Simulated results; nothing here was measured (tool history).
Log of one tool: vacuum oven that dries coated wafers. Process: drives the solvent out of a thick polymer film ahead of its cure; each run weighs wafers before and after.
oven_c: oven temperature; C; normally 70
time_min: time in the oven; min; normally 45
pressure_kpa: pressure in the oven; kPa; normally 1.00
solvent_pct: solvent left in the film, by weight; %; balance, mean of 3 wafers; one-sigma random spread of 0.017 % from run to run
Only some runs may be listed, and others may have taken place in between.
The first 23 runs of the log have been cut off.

run	day	oven_c	time_min	pressure_kpa	solvent_pct
24	55.938	57	30	1.03	6.37
25	57.500	63	33	0.82	3.94
# day 57.825: vacuum gauge cleaned of residue and calibrated
26	59.708	66	25	3.03	5.71
27	61.150	59	26	3.03	7.82
28	63.338	59	75	1.44	2.62
29	66.125	60	45	1.61	4.04
30	67.562	60	45	1.61	4.05
# day 68.783: vacuum gauge cleaned of residue and calibrated, once more
31	70.746	60	45	1.61	3.10
32	73.162	61	45	1.92	3.04
33	75.738	61	45	1.92	3.01
34	77.575	69	45	1.00	1.18
# day 79.346: oven's thermocouples calibrated
35	79.433	69	45	1.00	1.46
36	81.008	64	45	3.80	3.83
37	83.138	57	45	1.35	4.13
38	85.183	57	45	1.35	4.18
39	87.250	63	44	1.00	2.57
40	88.700	63	44	1.00	2.57
41	90.992	63	44	1.00	2.55
42	93.129	63	32	1.00	4.04
43	94.958	65	40	1.00	2.49
44	97.488	74	40	1.78	1.41
45	99.054	70	45	2.80	2.02
46	101.833	70	45	2.80	2.08

Here are 3 independent what-if runs from the current tool condition. What would each one return?
A	104.800	70	24	2.26	?
B	104.800	58	45	2.31	?
C	104.800	70	45	1.86	?

run	solvent_pct
A	4.16
B	4.41
C	1.66
With the hidden condition removed and each run's random variation left untouched, the same runs would have given:
run	solvent_pct
A	4.28
B	4.48
C	1.66

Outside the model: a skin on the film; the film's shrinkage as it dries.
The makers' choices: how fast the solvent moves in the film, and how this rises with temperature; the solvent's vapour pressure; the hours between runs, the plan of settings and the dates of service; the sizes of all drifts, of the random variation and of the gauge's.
